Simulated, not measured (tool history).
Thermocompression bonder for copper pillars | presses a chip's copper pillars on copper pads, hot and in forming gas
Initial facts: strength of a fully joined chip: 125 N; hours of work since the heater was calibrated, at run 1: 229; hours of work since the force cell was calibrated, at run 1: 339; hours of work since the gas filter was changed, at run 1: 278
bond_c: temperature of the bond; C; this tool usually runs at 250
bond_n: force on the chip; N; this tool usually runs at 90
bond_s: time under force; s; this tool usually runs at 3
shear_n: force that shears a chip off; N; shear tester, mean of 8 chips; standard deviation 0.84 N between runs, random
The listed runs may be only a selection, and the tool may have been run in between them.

run,hour,bond_c,bond_n,bond_s,hours of work since the heater was calibrated,hours of work since the force cell was calibrated,hours of work since the gas filter was changed,shear_n
1,0.0,250,90,3,229,339,278,69.5
2,74.3,245,90,3,266,376,315,62.5
3,137.4,250,90,3,298,408,347,68.6
4,172.2,250,55,3,315,425,364,48.0
5,240.8,250,55,3,349,459,398,47.7
6,306.5,228,101,5,382,492,431,62.7
7,347.1,228,101,5,402,512,451,64.0
8,416.0,268,124,3,436,547,486,96.1
# hour 441.6: forming gas filter changed
9,491.2,268,124,3,474,584,25,108.8
10,561.8,268,124,2,509,619,60,100.8

Take each entry between the runs: how does the hidden state at the last listed run before it differ from the hidden state at the first listed run after it?
Runs 8 to 9: forming gas filter changed (hour 441.6)
  true temperature of the bond over the reading, C: 8.9 -> 9.8; oxide that the forming gas leaves, % of the face: 11.13 -> 1.04
  measured less the result without the state, shear_n: -4.1 -> +7.6 N

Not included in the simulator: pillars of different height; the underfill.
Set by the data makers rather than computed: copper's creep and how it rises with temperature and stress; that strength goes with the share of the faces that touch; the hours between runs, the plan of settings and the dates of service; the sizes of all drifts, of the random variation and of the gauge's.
